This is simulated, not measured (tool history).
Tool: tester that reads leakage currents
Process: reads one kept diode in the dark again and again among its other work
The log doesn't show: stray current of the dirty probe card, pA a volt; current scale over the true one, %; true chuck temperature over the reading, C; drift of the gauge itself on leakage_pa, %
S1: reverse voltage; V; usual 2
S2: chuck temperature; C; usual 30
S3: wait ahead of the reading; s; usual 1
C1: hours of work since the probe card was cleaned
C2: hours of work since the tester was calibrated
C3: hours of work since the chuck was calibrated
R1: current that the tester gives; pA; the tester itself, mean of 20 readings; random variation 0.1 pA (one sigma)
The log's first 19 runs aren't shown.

Run 20, hour 547.9: usual settings but S3 1.78 s; C1 3334; C2 898; C3 1648. Result: R1 35.93 pA.
Run 21, hour 586.4: usual settings but S1 2.35 V, S2 42 C, S3 0.72 s; C1 3349; C2 913; C3 1664. Result: R1 90.41 pA.
Run 22, hour 622.9: usual settings but S1 13.51 V, S2 33 C, S3 1.16 s; C1 3364; C2 928; C3 1678. Result: R1 151.13 pA.
Run 23, hour 654.6: usual settings but S1 2.06 V, S2 26 C, S3 1.16 s; C1 3376; C2 940; C3 1691. Result: R1 27.64 pA.
Run 24, hour 680.9: usual settings but S1 2.06 V, S2 29 C, S3 9.36 s; C1 3387; C2 951; C3 1702. Result: R1 34.02 pA.
Run 25, hour 717.7: usual settings but S1 2.06 V, S2 29 C, S3 9.36 s; C1 3402; C2 966; C3 1716. Result: R1 34.13 pA.
Run 26, hour 760.1: usual settings but S1 2.06 V, S2 29 C, S3 9.36 s; C1 3419; C2 983; C3 1733. Result: R1 33.96 pA.
At hour 797.3: chuck's temperature calibrated.
Run 27, hour 803.4: usual settings but S2 24 C, S3 0.39 s; C1 3435; C2 999; C3 2. Result: R1 22.68 pA.
Run 28, hour 844.3: usual settings but S2 55 C, S3 0.5 s; C1 3451; C2 1016; C3 19. Result: R1 183.16 pA.
Run 29, hour 873.3: usual settings but S1 5.06 V, S3 0.85 s; C1 3463; C2 1027; C3 30. Result: R1 61.97 pA.
Run 30, hour 892.2: usual settings but S1 5.06 V, S3 0.85 s; C1 3471; C2 1035; C3 38. Result: R1 62.26 pA.
Run 31, hour 929: usual settings but S1 3.1 V; C1 3485; C2 1050; C3 53. Result: R1 45.1 pA.
Run 32, hour 952.1: usual settings but S1 1.5 V, S2 44 C, S3 2.69 s; C1 3495; C2 1059; C3 62. Result: R1 74.37 pA.
Run 33, hour 986.8: usual settings but S1 9.89 V, S2 22 C, S3 1.96 s; C1 3509; C2 1073; C3 76. Result: R1 60.23 pA.
Run 34, hour 1020.4: usual settings but S1 9.89 V, S2 22 C, S3 1.96 s; C1 3522; C2 1086; C3 89. Result: R1 59.66 pA.
Run 35, hour 1046.5: usual settings but S1 4.29 V, S2 51 C, S3 0.75 s; C1 3532; C2 1097; C3 100. Result: R1 225.97 pA.
Run 36, hour 1066.6: usual settings but S1 6.04 V, S2 26 C, S3 0.75 s; C1 3540; C2 1105; C3 108. Result: R1 54.32 pA.
Run 37, hour 1104.7: usual settings but S1 6.04 V, S2 26 C, S3 0.75 s; C1 3556; C2 1120; C3 123. Result: R1 54.87 pA.
At hour 1122.2: probe card cleaned and baked.
Run 38, hour 1131.3: usual settings but S1 4.44 V, S2 26 C, S3 0.75 s; C1 4; C2 1129; C3 133. Result: R1 36.51 pA.
Run 39, hour 1160.1: usual settings but S1 11 V, S2 22 C, S3 0.75 s; C1 15; C2 1141; C3 144. Result: R1 46.63 pA.
Run 40, hour 1191.5: usual settings but S1 7.97 V, S2 39 C, S3 5.25 s; C1 28; C2 1154; C3 157. Result: R1 137.54 pA.

Forecast each of these 4 alternatives for the next run:
Run A, hour 1209.2: usual settings but S1 19.79 V, S2 29 C; C1 35; C2 1161; C3 164. Result: R1 ?.
Run B, hour 1209.2: usual settings but S1 7.97 V, S2 45 C, S3 5.25 s; C1 35; C2 1161; C3 164. Result: R1 ?.
Run C, hour 1209.2: usual settings but S1 3.39 V, S2 28 C, S3 1.05 s; C1 35; C2 1161; C3 164. Result: R1 ?.
Run D, hour 1209.2: usual settings but S2 60 C, S3 5.66 s; C1 35; C2 1161; C3 164. Result: R1 ?.

run      R1
  A  113.86
  B  209.54
  C   36.25
  D  250.54
Without the tool's hidden state the same runs would have given:
run      R1
  A  112.94
  B  208.58
  C   36.02
  D  249.62
